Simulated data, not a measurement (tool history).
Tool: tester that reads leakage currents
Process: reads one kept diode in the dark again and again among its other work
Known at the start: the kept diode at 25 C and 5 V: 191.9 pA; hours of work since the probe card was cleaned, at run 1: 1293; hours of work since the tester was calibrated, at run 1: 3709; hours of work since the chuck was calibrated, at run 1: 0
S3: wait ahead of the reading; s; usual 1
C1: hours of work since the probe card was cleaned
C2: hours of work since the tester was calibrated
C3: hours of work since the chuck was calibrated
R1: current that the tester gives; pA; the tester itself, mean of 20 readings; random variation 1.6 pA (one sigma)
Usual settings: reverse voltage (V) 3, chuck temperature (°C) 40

{"run": 1, "hour": 0.0, "reverse voltage (V)": 3, "chuck temperature (°C)": 40, "S3": 1, "C1": 1293, "C2": 3709, "C3": 0, "R1": 548.66}
{"run": 2, "hour": 149.6, "reverse voltage (V)": 3, "chuck temperature (°C)": 40, "S3": 1, "C1": 1382, "C2": 3798, "C3": 89, "R1": 539.31}
{"run": 3, "hour": 289.7, "reverse voltage (V)": 4.37, "chuck temperature (°C)": 40, "S3": 1, "C1": 1466, "C2": 3882, "C3": 173, "R1": 623.05}
{"run": 4, "hour": 359.3, "reverse voltage (V)": 4.37, "chuck temperature (°C)": 40, "S3": 1, "C1": 1507, "C2": 3923, "C3": 214, "R1": 620.37}
{"run": 5, "hour": 426.9, "reverse voltage (V)": 4.37, "chuck temperature (°C)": 40, "S3": 1, "C1": 1547, "C2": 3964, "C3": 254, "R1": 615.13}
{"run": 6, "hour": 545.2, "reverse voltage (V)": 4.37, "chuck temperature (°C)": 40, "S3": 1, "C1": 1618, "C2": 4034, "C3": 325, "R1": 607.2}
{"run": 7, "hour": 627.6, "reverse voltage (V)": 10.43, "chuck temperature (°C)": 48, "S3": 0.42, "C1": 1667, "C2": 4083, "C3": 374, "R1": 1645.74}
{"run": 8, "hour": 711.0, "reverse voltage (V)": 6.65, "chuck temperature (°C)": 26, "S3": 0.42, "C1": 1717, "C2": 4133, "C3": 424, "R1": 224.61}

Run 9 comes next. What will it give?
{"run": 9, "hour": 863.8, "reverse voltage (V)": 17.28, "chuck temperature (°C)": 29, "S3": 1, "C1": 1808, "C2": 4224, "C3": 515, "R1": "?"}

Run 9 gave R1 437.78 pA.
Without the tool's hidden state the same run would have given R1 467.5 pA.
